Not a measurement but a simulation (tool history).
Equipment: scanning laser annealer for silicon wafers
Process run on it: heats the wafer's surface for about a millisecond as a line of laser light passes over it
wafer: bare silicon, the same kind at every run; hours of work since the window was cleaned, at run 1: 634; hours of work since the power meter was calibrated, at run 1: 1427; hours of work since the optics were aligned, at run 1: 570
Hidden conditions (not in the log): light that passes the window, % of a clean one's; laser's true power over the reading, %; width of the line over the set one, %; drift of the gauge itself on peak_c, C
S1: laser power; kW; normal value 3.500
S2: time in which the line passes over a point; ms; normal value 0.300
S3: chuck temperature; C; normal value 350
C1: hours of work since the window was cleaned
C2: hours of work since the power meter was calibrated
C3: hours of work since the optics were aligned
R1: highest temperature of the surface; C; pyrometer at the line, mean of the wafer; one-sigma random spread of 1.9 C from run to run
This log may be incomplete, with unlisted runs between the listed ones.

Run 1, hour 0.0: usual settings; C1 634; C2 1427; C3 570. Result: R1 1191 C.
Run 2, hour 35.7: usual settings; C1 661; C2 1454; C3 597. Result: R1 1191 C.
Run 3, hour 71.4: usual settings; C1 688; C2 1481; C3 623. Result: R1 1193 C.
Run 4, hour 115.0: usual settings but S2 0.233 ms; C1 720; C2 1513; C3 656. Result: R1 1087 C.
Run 5, hour 172.2: usual settings but S2 0.233 ms; C1 763; C2 1556; C3 699. Result: R1 1086 C.
Run 6, hour 204.9: usual settings; C1 788; C2 1581; C3 723. Result: R1 1190 C.
Run 7, hour 240.9: usual settings; C1 815; C2 1608; C3 750. Result: R1 1189 C.
Run 8, hour 273.6: usual settings; C1 839; C2 1632; C3 775. Result: R1 1188 C.
Run 9, hour 303.7: usual settings; C1 862; C2 1655; C3 797. Result: R1 1190 C.
Run 10, hour 353.7: usual settings; C1 899; C2 1692; C3 835. Result: R1 1193 C.
Run 11, hour 390.6: usual settings but S1 3.499 kW; C1 927; C2 1720; C3 862. Result: R1 1193 C.
At hour 439.9: window over the wafer cleaned.
Run 12, hour 446.8: usual settings but S1 3.499 kW, S3 310 C; C1 5; C2 1760; C3 903. Result: R1 1151 C.
Run 13, hour 494.1: usual settings; C1 41; C2 1796; C3 938. Result: R1 1192 C.
Run 14, hour 524.3: usual settings; C1 63; C2 1818; C3 961. Result: R1 1192 C.
Run 15, hour 578.3: usual settings but S2 0.280 ms; C1 104; C2 1858; C3 1001. Result: R1 1161 C.
Run 16, hour 616.3: usual settings; C1 132; C2 1887; C3 1029. Result: R1 1193 C.
At hour 663.7: optics aligned, line set to its width.
Run 17, hour 675.7: usual settings; C1 173; C2 1928; C3 9. Result: R1 1193 C.
Run 18, hour 715.5: usual settings; C1 202; C2 1957; C3 39. Result: R1 1191 C.
Run 19, hour 749.3: usual settings; C1 228; C2 1983; C3 64. Result: R1 1195 C.
Run 20, hour 779.6: usual settings; C1 250; C2 2005; C3 87. Result: R1 1195 C.
Run 21, hour 839.9: usual settings but S3 346 C; C1 295; C2 2050; C3 132. Result: R1 1187 C.
Run 22, hour 876.5: usual settings but S1 3.033 kW, S3 329 C; C1 323; C2 2078; C3 159. Result: R1 1060 C.
Run 23, hour 930.4: usual settings but S3 329 C; C1 363; C2 2118; C3 199. Result: R1 1171 C.
Run 24, hour 978.5: usual settings but S3 329 C; C1 399; C2 2154; C3 235. Result: R1 1172 C.
Run 25, hour 1034.2: usual settings but S2 0.299 ms, S3 332 C; C1 441; C2 2196; C3 277. Result: R1 1170 C.
Run 26, hour 1091.1: usual settings but S3 324 C; C1 483; C2 2238; C3 320. Result: R1 1167 C.
Run 27, hour 1155.0: usual settings but S1 3.517 kW, S2 0.311 ms, S3 324 C; C1 531; C2 2286; C3 368. Result: R1 1191 C.
Run 28, hour 1202.5: usual settings but S1 3.214 kW, S3 312 C; C1 567; C2 2322; C3 403. Result: R1 1086 C.
Run 29, hour 1256.1: usual settings but S2 0.253 ms, S3 379 C; C1 607; C2 2362; C3 443. Result: R1 1146 C.
Run 30, hour 1299.9: usual settings but S1 3.669 kW, S3 314 C; C1 640; C2 2395; C3 476. Result: R1 1195 C.
Run 31, hour 1355.2: usual settings but S3 355 C; C1 681; C2 2436; C3 517. Result: R1 1196 C.
Run 32, hour 1408.5: usual settings but S3 355 C; C1 721; C2 2476; C3 557. Result: R1 1197 C.
Run 33, hour 1448.3: usual settings but S3 355 C; C1 751; C2 2506; C3 587. Result: R1 1196 C.
Run 34, hour 1502.1: usual settings but S1 3.422 kW, S2 0.369 ms, S3 322 C; C1 791; C2 2546; C3 627. Result: R1 1238 C.
Run 35, hour 1560.2: usual settings but S1 3.422 kW, S2 0.369 ms, S3 322 C; C1 834; C2 2589; C3 671. Result: R1 1246 C.
Run 36, hour 1589.2: usual settings but S2 0.309 ms; C1 856; C2 2611; C3 692. Result: R1 1208 C.
Run 37, hour 1621.7: usual settings but S2 0.223 ms, S3 382 C; C1 880; C2 2635; C3 717. Result: R1 1100 C.
Run 38, hour 1680.3: usual settings but S1 3.532 kW, S2 0.343 ms; C1 924; C2 2679; C3 760. Result: R1 1265 C.
At hour 1731.9: window over the wafer cleaned.
Run 39, hour 1731.9: usual settings but S1 3.532 kW, S2 0.343 ms; C1 0; C2 2716; C3 798. Result: R1 1264 C.
Run 40, hour 1777.2: usual settings but S1 2.991 kW, S2 0.220 ms, S3 310 C; C1 34; C2 2750; C3 831. Result: R1 921 C.

Branching from run 40: 4 alternative next runs. What would each branch give?
Run A, hour 1817.0: usual settings but S1 3.494 kW, S2 0.303 ms, S3 362 C; C1 64; C2 2780; C3 861. Result: R1 ?.
Run B, hour 1817.0: usual settings but S1 3.383 kW, S2 0.218 ms, S3 375 C; C1 64; C2 2780; C3 861. Result: R1 ?.
Run C, hour 1817.0: usual settings but S1 3.832 kW, S2 0.341 ms; C1 64; C2 2780; C3 861. Result: R1 ?.
Run D, hour 1817.0: usual settings but S1 2.991 kW, S2 0.220 ms, S3 326 C; C1 64; C2 2780; C3 861. Result: R1 ?.

run    R1
  A  1208
  B  1061
  C  1340
  D   935
What these runs would have given with no unlogged condition in the tool:
run    R1
  A  1209
  B  1062
  C  1341
  D   936
